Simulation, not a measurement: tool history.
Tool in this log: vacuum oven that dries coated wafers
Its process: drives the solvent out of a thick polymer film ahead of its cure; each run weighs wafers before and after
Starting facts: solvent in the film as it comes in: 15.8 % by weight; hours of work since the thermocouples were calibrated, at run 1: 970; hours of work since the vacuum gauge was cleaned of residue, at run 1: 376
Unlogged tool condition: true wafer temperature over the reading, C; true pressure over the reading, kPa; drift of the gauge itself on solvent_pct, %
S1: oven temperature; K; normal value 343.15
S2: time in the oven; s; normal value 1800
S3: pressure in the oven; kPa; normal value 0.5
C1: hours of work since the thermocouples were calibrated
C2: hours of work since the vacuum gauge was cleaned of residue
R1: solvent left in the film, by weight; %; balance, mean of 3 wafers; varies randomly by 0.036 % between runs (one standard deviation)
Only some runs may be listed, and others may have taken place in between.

Run 1, hour 0: usual settings; C1 970; C2 376. Result: R1 3.41 %.
Run 2, hour 76.8: usual settings; C1 1004; C2 411. Result: R1 3.35 %.
Run 3, hour 132.2: usual settings; C1 1029; C2 436. Result: R1 3.36 %.
Run 4, hour 205.5: usual settings but S1 348.15 K; C1 1062; C2 469. Result: R1 2.24 %.
Run 5, hour 278.8: usual settings but S1 348.15 K; C1 1095; C2 501. Result: R1 2.24 %.
Run 6, hour 338.8: usual settings but S1 348.15 K; C1 1122; C2 528. Result: R1 2.23 %.
Run 7, hour 376.7: usual settings but S1 348.15 K; C1 1139; C2 545. Result: R1 2.26 %.
Run 8, hour 444.7: usual settings but S2 1200 s; C1 1169; C2 576. Result: R1 5.2 %.
Run 9, hour 489.8: usual settings; C1 1190; C2 596. Result: R1 3.44 %.
Run 10, hour 525.3: usual settings but S2 2460 s; C1 1206; C2 612. Result: R1 2.11 %.
Run 11, hour 595.6: usual settings but S2 2460 s; C1 1237; C2 643. Result: R1 2.14 %.
Run 12, hour 673.6: usual settings but S2 2460 s; C1 1272; C2 678. Result: R1 2.15 %.
Run 13, hour 740.4: usual settings but S2 2040 s; C1 1302; C2 708. Result: R1 2.87 %.
Run 14, hour 798.2: usual settings; C1 1328; C2 734. Result: R1 3.36 %.
Run 15, hour 836.6: usual settings but S1 354.15 K, S2 1740 s, S3 0.676 kPa; C1 1345; C2 751. Result: R1 1.35 %.
Run 16, hour 906: usual settings but S1 355.15 K, S2 3060 s, S3 0.925 kPa; C1 1376; C2 783. Result: R1 0.45 %.
Run 17, hour 950.5: usual settings but S1 356.15 K; C1 1396; C2 802. Result: R1 1.01 %.
Run 18, hour 1020.5: usual settings but S1 356.15 K, S2 2940 s, S3 1.403 kPa; C1 1427; C2 834. Result: R1 0.57 %.
Run 19, hour 1097.5: usual settings but S2 1500 s; C1 1462; C2 868. Result: R1 4.16 %.
Run 20, hour 1146.9: usual settings but S1 347.15 K, S2 2220 s, S3 0.677 kPa; C1 1484; C2 891. Result: R1 1.79 %.
At hour 1188.7: oven's thermocouples calibrated.
Run 21, hour 1227.9: usual settings but S1 336.15 K, S2 900 s; C1 18; C2 926. Result: R1 8.45 %.
Run 22, hour 1276.5: usual settings but S1 353.15 K, S2 1200 s; C1 39; C2 948. Result: R1 2.85 %.
Run 23, hour 1344.2: usual settings but S1 336.15 K, S2 1920 s; C1 70; C2 978. Result: R1 5.23 %.
Run 24, hour 1408.8: usual settings but S1 349.15 K, S2 1380 s, S3 0.722 kPa; C1 99; C2 1007. Result: R1 3.28 %.
Run 25, hour 1478.6: usual settings but S1 341.15 K, S2 2040 s, S3 0.617 kPa; C1 130; C2 1038. Result: R1 3.61 %.
Run 26, hour 1559.2: usual settings but S1 344.15 K, S3 0.846 kPa; C1 166; C2 1074. Result: R1 3.41 %.
Run 27, hour 1614.7: usual settings but S1 341.15 K, S2 3000 s, S3 0.653 kPa; C1 191; C2 1099. Result: R1 2.18 %.
Run 28, hour 1682.6: usual settings but S1 348.15 K, S2 2760 s, S3 0.379 kPa; C1 221; C2 1130. Result: R1 1.1 %.

Below are 3 alternative next runs, each starting from the tool's condition after run 28. Predict each:
Run A, hour 1744.5: usual settings but S1 347.15 K, S2 2760 s, S3 0.256 kPa; C1 249; C2 1157. Result: R1 ?.
Run B, hour 1744.5: usual settings but S1 337.15 K, S2 1500 s, S3 0.825 kPa; C1 249; C2 1157. Result: R1 ?.
Run C, hour 1744.5: usual settings but S1 328.15 K, S2 1560 s, S3 1.749 kPa; C1 249; C2 1157. Result: R1 ?.

run    R1
  A  1.21
  B  6.17
  C  8.76
Take away the tool's hidden state, keep each run's random variation, and the runs would have read:
run    R1
  A  1.04
  B     6
  C  8.56
